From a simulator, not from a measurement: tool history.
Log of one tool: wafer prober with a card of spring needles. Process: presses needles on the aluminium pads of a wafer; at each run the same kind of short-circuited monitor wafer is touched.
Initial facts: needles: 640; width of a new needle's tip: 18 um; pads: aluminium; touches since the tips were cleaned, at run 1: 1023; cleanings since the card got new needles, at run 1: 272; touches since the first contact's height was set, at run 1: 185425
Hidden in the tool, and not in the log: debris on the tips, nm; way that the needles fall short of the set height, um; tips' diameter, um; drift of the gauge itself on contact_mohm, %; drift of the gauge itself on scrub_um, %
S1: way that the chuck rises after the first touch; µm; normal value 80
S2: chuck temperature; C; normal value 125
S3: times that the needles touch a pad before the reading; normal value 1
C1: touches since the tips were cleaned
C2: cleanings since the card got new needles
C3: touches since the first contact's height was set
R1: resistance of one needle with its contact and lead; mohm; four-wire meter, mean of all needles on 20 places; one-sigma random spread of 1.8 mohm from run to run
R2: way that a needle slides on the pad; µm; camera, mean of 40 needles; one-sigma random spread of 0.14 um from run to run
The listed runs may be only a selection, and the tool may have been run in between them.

| run | hour | S1 | S2 | S3 | C1 | C2 | C3 | R1 | R2 |
|---|---|---|---|---|---|---|---|---|---|
| 1 | 0.0 | 80 | 125 | 1 | 1023 | 272 | 185425 | 225 | 17.95 |
|  | 1.6 | tips cleaned on abrasive film |
|  | 5.4 | tips cleaned on abrasive film |
|  | 9.2 | tips cleaned on abrasive film |
|  | 12.3 | tips cleaned on abrasive film |
|  | 16.1 | tips cleaned on abrasive film |
|  | 19.2 | tips cleaned on abrasive film |
|  | 22.2 | tips cleaned on abrasive film |
| 2 | 22.4 | 80 | 125 | 1 | 116 | 279 | 199218 | 201 | 17.67 |
|  | 25.5 | tips cleaned on abrasive film |
|  | 29.3 | tips cleaned on abrasive film |
|  | 32.4 | tips cleaned on abrasive film |
|  | 36.2 | tips cleaned on abrasive film |
|  | 38.0 | height of the first contact set anew |
|  | 39.6 | tips cleaned on abrasive film |
|  | 43.4 | tips cleaned on abrasive film |
|  | 47.2 | tips cleaned on abrasive film |
|  | 50.4 | tips cleaned on abrasive film |
| 3 | 50.4 | 80 | 125 | 1 | 0 | 287 | 7596 | 198 | 19.69 |
|  | 54.2 | tips cleaned on abrasive film |
|  | 57.2 | tips cleaned on abrasive film |
|  | 61.1 | tips cleaned on abrasive film |
|  | 64.1 | tips cleaned on abrasive film |
|  | 67.2 | tips cleaned on abrasive film |
| 4 | 69.3 | 80 | 125 | 2 | 1308 | 292 | 19274 | 214 | 19.72 |
|  | 70.8 | tips cleaned on abrasive film |
|  | 73.9 | tips cleaned on abrasive film |
|  | 77.0 | tips cleaned on abrasive film |
|  | 80.1 | tips cleaned on abrasive film |
|  | 83.9 | tips cleaned on abrasive film |
|  | 87.0 | tips cleaned on abrasive film |
|  | 90.0 | tips cleaned on abrasive film |
| 5 | 92.0 | 86 | 125 | 1 | 1253 | 299 | 33261 | 220 | 21.20 |
|  | 93.6 | tips cleaned on abrasive film |
|  | 96.7 | tips cleaned on abrasive film |
|  | 100.5 | tips cleaned on abrasive film |
|  | 103.5 | tips cleaned on abrasive film |
| 6 | 105.3 | 80 | 125 | 1 | 1090 | 303 | 41425 | 222 | 19.07 |
|  | 106.8 | tips cleaned on abrasive film |
|  | 109.9 | tips cleaned on abrasive film |
|  | 113.7 | tips cleaned on abrasive film |
|  | 117.6 | tips cleaned on abrasive film |
|  | 121.4 | tips cleaned on abrasive film |
|  | 124.4 | tips cleaned on abrasive film |
|  | 127.7 | tips cleaned on abrasive film |
| 7 | 127.7 | 80 | 79 | 1 | 0 | 310 | 55221 | 192 | 19.26 |
|  | 131.5 | tips cleaned on abrasive film |
|  | 135.3 | tips cleaned on abrasive film |
|  | 138.4 | tips cleaned on abrasive film |
|  | 142.2 | tips cleaned on abrasive film |
|  | 146.0 | tips cleaned on abrasive film |
|  | 149.8 | tips cleaned on abrasive film |
|  | 152.9 | tips cleaned on abrasive film |
| 8 | 152.9 | 80 | 79 | 1 | 0 | 317 | 70795 | 188 | 18.86 |
|  | 156.7 | tips cleaned on abrasive film |
|  | 160.6 | tips cleaned on abrasive film |
|  | 163.6 | tips cleaned on abrasive film |
|  | 166.7 | tips cleaned on abrasive film |
|  | 170.5 | tips cleaned on abrasive film |
| 9 | 170.9 | 80 | 79 | 1 | 268 | 322 | 81904 | 191 | 18.87 |
|  | 174.0 | tips cleaned on abrasive film |
|  | 177.8 | tips cleaned on abrasive film |
|  | 180.9 | tips cleaned on abrasive film |
| 10 | 183.6 | 80 | 79 | 1 | 1708 | 325 | 89743 | 229 | 18.95 |
|  | 184.4 | tips cleaned on abrasive film |
|  | 187.5 | tips cleaned on abrasive film |
|  | 191.3 | tips cleaned on abrasive film |
|  | 194.4 | tips cleaned on abrasive film |
|  | 197.5 | tips cleaned on abrasive film |
|  | 201.3 | tips cleaned on abrasive film |
|  | 205.1 | tips cleaned on abrasive film |
|  | 208.9 | tips cleaned on abrasive film |
| 11 | 211.2 | 80 | 79 | 1 | 1444 | 333 | 106751 | 236 | 18.74 |
|  | 212.0 | tips cleaned on abrasive film |
|  | 215.9 | tips cleaned on abrasive film |
|  | 218.9 | tips cleaned on abrasive film |
|  | 222.7 | tips cleaned on abrasive film |
|  | 225.8 | tips cleaned on abrasive film |
|  | 228.9 | tips cleaned on abrasive film |
|  | 232.7 | tips cleaned on abrasive film |
|  | 235.8 | tips cleaned on abrasive film |
|  | 238.8 | tips cleaned on abrasive film |
| 12 | 241.1 | 80 | 79 | 1 | 1445 | 342 | 125178 | 234 | 18.36 |
|  | 242.0 | tips cleaned on abrasive film |
|  | 245.8 | tips cleaned on abrasive film |
|  | 249.6 | tips cleaned on abrasive film |
|  | 253.4 | tips cleaned on abrasive film |
| 13 | 256.2 | 80 | 79 | 1 | 1793 | 346 | 134519 | 246 | 18.15 |
|  | 257.1 | tips cleaned on abrasive film |
|  | 260.2 | tips cleaned on abrasive film |
|  | 264.0 | tips cleaned on abrasive film |
|  | 267.0 | tips cleaned on abrasive film |
|  | 270.9 | tips cleaned on abrasive film |
|  | 274.7 | tips cleaned on abrasive film |
|  | 277.7 | tips cleaned on abrasive film |
|  | 281.6 | tips cleaned on abrasive film |
|  | 284.6 | tips cleaned on abrasive film |
| 14 | 284.8 | 80 | 79 | 1 | 89 | 355 | 152058 | 194 | 18.32 |
|  | 287.9 | tips cleaned on abrasive film |
|  | 291.7 | tips cleaned on abrasive film |
|  | 294.7 | tips cleaned on abrasive film |
|  | 298.6 | tips cleaned on abrasive film |
|  | 301.6 | tips cleaned on abrasive film |
|  | 304.7 | tips cleaned on abrasive film |
| 15 | 305.1 | 63 | 108 | 1 | 226 | 361 | 164549 | 224 | 13.71 |
|  | 308.1 | tips cleaned on abrasive film |
|  | 311.2 | tips cleaned on abrasive film |
|  | 314.3 | tips cleaned on abrasive film |
|  | 318.1 | tips cleaned on abrasive film |
|  | 321.2 | tips cleaned on abrasive film |
|  | 324.2 | tips cleaned on abrasive film |
|  | 327.7 | tips cleaned on abrasive film |
| 16 | 327.7 | 88 | 60 | 3 | 0 | 368 | 178498 | 185 | 19.89 |
|  | 331.5 | tips cleaned on abrasive film |
|  | 334.6 | tips cleaned on abrasive film |
|  | 338.4 | tips cleaned on abrasive film |
|  | 342.3 | tips cleaned on abrasive film |
|  | 346.1 | tips cleaned on abrasive film |
|  | 349.9 | tips cleaned on abrasive film |
|  | 353.0 | tips cleaned on abrasive film |
| 17 | 355.3 | 89 | 62 | 1 | 1495 | 375 | 195555 | 227 | 19.82 |
|  | 356.1 | tips cleaned on abrasive film |
|  | 360.0 | tips cleaned on abrasive film |
|  | 363.0 | tips cleaned on abrasive film |
|  | 366.9 | tips cleaned on abrasive film |
|  | 370.7 | tips cleaned on abrasive film |
|  | 374.5 | tips cleaned on abrasive film |
|  | 376.3 | height of the first contact set anew |
|  | 378.6 | tips cleaned on abrasive film |
|  | 382.4 | tips cleaned on abrasive film |
| 18 | 383.3 | 89 | 62 | 1 | 544 | 383 | 4317 | 199 | 21.99 |
|  | 385.6 | tips cleaned on abrasive film |
|  | 389.4 | tips cleaned on abrasive film |
|  | 393.2 | tips cleaned on abrasive film |
|  | 396.3 | tips cleaned on abrasive film |
|  | 399.4 | tips cleaned on abrasive film |
|  | 403.2 | tips cleaned on abrasive film |
| 19 | 404.3 | 66 | 62 | 1 | 731 | 389 | 17307 | 230 | 16.21 |
|  | 406.7 | tips cleaned on abrasive film |
|  | 410.5 | tips cleaned on abrasive film |
|  | 414.3 | tips cleaned on abrasive film |
|  | 426.3 | card fitted with new needles |
|  | 429.4 | tips cleaned on abrasive film |
|  | 433.2 | tips cleaned on abrasive film |
|  | 436.3 | tips cleaned on abrasive film |
|  | 439.3 | tips cleaned on abrasive film |
|  | 443.1 | tips cleaned on abrasive film |
| 20 | 444.2 | 100 | 125 | 2 | 655 | 5 | 11031 | 185 | 24.97 |
|  | 446.5 | tips cleaned on abrasive film |
|  | 450.3 | tips cleaned on abrasive film |
|  | 453.4 | tips cleaned on abrasive film |
|  | 457.2 | tips cleaned on abrasive film |
|  | 460.3 | tips cleaned on abrasive film |
|  | 464.1 | tips cleaned on abrasive film |
|  | 467.9 | tips cleaned on abrasive film |
|  | 471.3 | tips cleaned on abrasive film |
| 21 | 471.3 | 70 | 72 | 2 | 0 | 13 | 27712 | 183 | 17.17 |
|  | 474.3 | tips cleaned on abrasive film |
|  | 478.1 | tips cleaned on abrasive film |
|  | 481.2 | tips cleaned on abrasive film |
|  | 485.0 | tips cleaned on abrasive film |
|  | 488.1 | tips cleaned on abrasive film |
|  | 491.2 | tips cleaned on abrasive film |
|  | 494.3 | tips cleaned on abrasive film |
| 22 | 494.7 | 70 | 72 | 2 | 262 | 20 | 42124 | 182 | 16.96 |

For each run, the measured value with the value that run would have given without the tool's hidden condition subtracted. The run-to-run variation is shared by both, the gauge scatter possibly not:
| run | R1 | R2 |
|---|---|---|
| 1 | +39 | -2.28 |
| 2 | +14 | -2.49 |
| 3 | +9 | -0.13 |
| 4 | +28 | -0.29 |
| 5 | +32 | -0.46 |
| 6 | +35 | -0.57 |
| 7 | +13 | -0.77 |
| 8 | +9 | -0.94 |
| 9 | +16 | -1.07 |
| 10 | +52 | -1.16 |
| 11 | +54 | -1.35 |
| 12 | +54 | -1.61 |
| 13 | +67 | -1.69 |
| 14 | +16 | -1.95 |
| 15 | +37 | -2.12 |
| 16 | +11 | -2.31 |
| 17 | +54 | -2.50 |
| 18 | +24 | -0.07 |
| 19 | +51 | -0.25 |
| 20 | +3 | -0.14 |
| 21 | +3 | -0.36 |
| 22 | +6 | -0.56 |
